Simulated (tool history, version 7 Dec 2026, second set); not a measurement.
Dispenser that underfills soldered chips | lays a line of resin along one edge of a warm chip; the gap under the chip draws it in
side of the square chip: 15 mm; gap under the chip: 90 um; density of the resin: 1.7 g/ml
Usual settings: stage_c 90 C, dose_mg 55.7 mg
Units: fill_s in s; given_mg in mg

run 1 hour=0 | stage_c=90 dose_mg=55.7 | fill_s=106.9 given_mg=52.46
-- hour=2.3 new syringe of resin
run 2 hour=10.5 | stage_c=90 dose_mg=55.7 | fill_s=102.1 given_mg=52.35
-- hour=14.7 new syringe of resin
run 3 hour=22.1 | stage_c=90 dose_mg=55.7 | fill_s=96.1 given_mg=51.96
-- hour=27.7 new syringe of resin
run 4 hour=31.9 | stage_c=82 dose_mg=55.7 | fill_s=120.2 given_mg=51.61
-- hour=40.6 new syringe of resin
run 5 hour=43.2 | stage_c=90 dose_mg=63.1 | fill_s=87.1 given_mg=58.41
run 6 hour=51 | stage_c=83 dose_mg=55.7 | fill_s=134.9 given_mg=51.09
-- hour=53.6 new syringe of resin
run 7 hour=61.7 | stage_c=83 dose_mg=55.7 | fill_s=122.8 given_mg=51.71
-- hour=66.7 new syringe of resin
run 8 hour=72.2 | stage_c=83 dose_mg=55.7 | fill_s=118.8 given_mg=50.85
-- hour=75.7 dispensing valve cleaned and set on the balance
-- hour=80.5 new syringe of resin
run 9 hour=80.7 | stage_c=83 dose_mg=55.7 | fill_s=104.4 given_mg=55.36
run 10 hour=87.1 | stage_c=83 dose_mg=55.7 | fill_s=119.3 given_mg=55.97
-- hour=93.3 new syringe of resin
run 11 hour=95.2 | stage_c=83 dose_mg=55.7 | fill_s=109 given_mg=55.78
run 12 hour=100.4 | stage_c=83 dose_mg=55.7 | fill_s=123.3 given_mg=55.06
-- hour=106.4 new syringe of resin
run 13 hour=112 | stage_c=83 dose_mg=55.7 | fill_s=116.7 given_mg=54.92
-- hour=119.6 new syringe of resin
run 14 hour=121.4 | stage_c=83 dose_mg=55.7 | fill_s=107.3 given_mg=54.72
run 15 hour=128.4 | stage_c=83 dose_mg=55.7 | fill_s=125.9 given_mg=54.38
-- hour=132.1 new syringe of resin
run 16 hour=139.6 | stage_c=103 dose_mg=50.1 | fill_s=68.8 given_mg=48.78
-- hour=144.4 new syringe of resin
run 17 hour=145.9 | stage_c=103 dose_mg=50.1 | fill_s=57.9 given_mg=48.51
run 18 hour=151.9 | stage_c=103 dose_mg=48.4 | fill_s=67.2 given_mg=46.82
-- hour=157.4 new syringe of resin
run 19 hour=159.5 | stage_c=103 dose_mg=69.2 | fill_s=56.7 given_mg=66.76
run 20 hour=165.2 | stage_c=83 dose_mg=58.5 | fill_s=120.5 given_mg=56.57
-- hour=169.6 new syringe of resin
run 21 hour=174.8 | stage_c=83 dose_mg=58.5 | fill_s=117.4 given_mg=56.39
-- hour=181.9 new syringe of resin
run 22 hour=186.1 | stage_c=97 dose_mg=72.1 | fill_s=72.8 given_mg=69.09
run 23 hour=193 | stage_c=97 dose_mg=72.1 | fill_s=82.6 given_mg=68.68
-- hour=194.5 new syringe of resin
run 24 hour=199.9 | stage_c=88 dose_mg=50.9 | fill_s=98.2 given_mg=48.08
-- hour=207.1 new syringe of resin
run 25 hour=210.6 | stage_c=88 dose_mg=51.2 | fill_s=98 given_mg=48.25
-- hour=219.3 new syringe of resin
run 26 hour=221.6 | stage_c=98 dose_mg=70.6 | fill_s=66.9 given_mg=66.19
run 27 hour=230.7 | stage_c=98 dose_mg=60.8 | fill_s=82.5 given_mg=56.51

3 ways to go on from here, each from the tool as it stands after run 27. What would each give?
-- hour=231.9 new syringe of resin
run A hour=239.2 | stage_c=98 dose_mg=72.4 | fill_s=? given_mg=?
-- hour=231.9 new syringe of resin
run B hour=239.2 | stage_c=81 dose_mg=67.5 | fill_s=? given_mg=?
-- hour=231.9 new syringe of resin
run C hour=239.2 | stage_c=90 dose_mg=58.8 | fill_s=? given_mg=?

run=A fill_s=73 given_mg=67.2
run=B fill_s=127.7 given_mg=62.53
run=C fill_s=96.9 given_mg=55.1
Without the tool's hidden state the same runs would have given:
run=A fill_s=64.8 given_mg=72.25
run=B fill_s=113.9 given_mg=67.24
run=C fill_s=85.8 given_mg=59.25
